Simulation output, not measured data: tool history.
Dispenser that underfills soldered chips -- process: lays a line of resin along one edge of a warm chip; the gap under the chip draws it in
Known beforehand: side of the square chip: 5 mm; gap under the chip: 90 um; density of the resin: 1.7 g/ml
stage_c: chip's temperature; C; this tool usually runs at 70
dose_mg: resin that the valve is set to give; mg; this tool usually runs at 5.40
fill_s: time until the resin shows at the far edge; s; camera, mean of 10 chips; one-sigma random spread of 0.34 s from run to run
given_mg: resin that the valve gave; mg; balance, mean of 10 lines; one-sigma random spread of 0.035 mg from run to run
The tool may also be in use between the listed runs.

| run | day | stage_c | dose_mg | fill_s | given_mg |
|---|---|---|---|---|---|
| 1 | 0.000 | 70 | 5.40 | 26.5 | 5.15 |
| 2 | 0.183 | 70 | 5.40 | 33.3 | 5.12 |
|  | 0.288 | new syringe of resin |
| 3 | 0.504 | 70 | 5.40 | 21.2 | 5.11 |
| 4 | 0.696 | 70 | 5.40 | 26.8 | 5.09 |
|  | 0.771 | dispensing valve cleaned and set on the balance |
| 5 | 0.950 | 70 | 5.40 | 34.2 | 5.38 |
|  | 1.029 | new syringe of resin |
| 6 | 1.312 | 70 | 4.95 | 23.4 | 4.90 |
| 7 | 1.596 | 70 | 5.40 | 31.8 | 5.40 |
|  | 1.738 | new syringe of resin |
| 8 | 1.942 | 70 | 5.40 | 19.6 | 5.35 |
| 9 | 2.200 | 70 | 6.06 | 27.1 | 5.96 |
|  | 2.450 | new syringe of resin |
| 10 | 2.554 | 70 | 6.06 | 17.6 | 5.92 |
| 11 | 2.817 | 70 | 5.40 | 24.3 | 5.27 |
| 12 | 3.121 | 63 | 5.40 | 50.6 | 5.26 |
|  | 3.150 | new syringe of resin |
| 13 | 3.379 | 63 | 5.40 | 29.3 | 5.26 |
| 14 | 3.733 | 63 | 5.40 | 44.8 | 5.27 |
|  | 3.858 | new syringe of resin |
| 15 | 3.992 | 63 | 5.40 | 26.5 | 5.23 |
| 16 | 4.212 | 67 | 5.40 | 29.0 | 5.30 |
| 17 | 4.479 | 70 | 6.36 | 33.4 | 6.15 |
|  | 4.575 | new syringe of resin |
| 18 | 4.821 | 79 | 6.05 | 13.8 | 5.73 |
| 19 | 5.017 | 61 | 5.47 | 40.7 | 5.25 |
| 20 | 5.217 | 61 | 5.47 | 53.4 | 5.24 |
|  | 5.279 | new syringe of resin |
| 21 | 5.404 | 70 | 5.97 | 18.5 | 5.73 |
| 22 | 5.550 | 70 | 5.97 | 21.7 | 5.68 |
| 23 | 5.712 | 64 | 5.83 | 36.4 | 5.58 |
| 24 | 5.962 | 79 | 5.21 | 25.0 | 4.99 |
|  | 6.000 | new syringe of resin |
|  | 6.158 | dispensing valve cleaned and set on the balance |
| 25 | 6.196 | 63 | 5.40 | 26.6 | 5.43 |
| 26 | 6.521 | 63 | 5.40 | 39.5 | 5.38 |
|  | 6.762 | new syringe of resin |
| 27 | 6.875 | 79 | 5.40 | 12.1 | 5.36 |
| 28 | 7.133 | 70 | 6.30 | 23.7 | 6.23 |
| 29 | 7.388 | 68 | 5.89 | 37.5 | 5.88 |
|  | 7.475 | new syringe of resin |
| 30 | 7.683 | 59 | 5.73 | 33.7 | 5.65 |

Predict each of these 5 candidate next runs independently; none follows another, all start after run 30:
| A | 8.029 | 56 | 5.73 | ? | ? |
| B | 8.029 | 81 | 5.31 | ? | ? |
| C | 8.029 | 84 | 5.99 | ? | ? |
| D | 8.029 | 63 | 6.55 | ? | ? |
| E | 8.029 | 77 | 6.94 | ? | ? |

| run | fill_s | given_mg |
|---|---|---|
| A | 60.1 | 5.65 |
| B | 18.8 | 5.26 |
| C | 16.0 | 5.82 |
| D | 41.3 | 6.39 |
| E | 21.4 | 6.84 |
Stripped of hidden state, with their random variation kept, the same runs would have yielded:
| run | fill_s | given_mg |
|---|---|---|
| A | 32.7 | 5.75 |
| B | 10.2 | 5.35 |
| C | 8.5 | 5.92 |
| D | 22.2 | 6.50 |
| E | 11.5 | 6.96 |
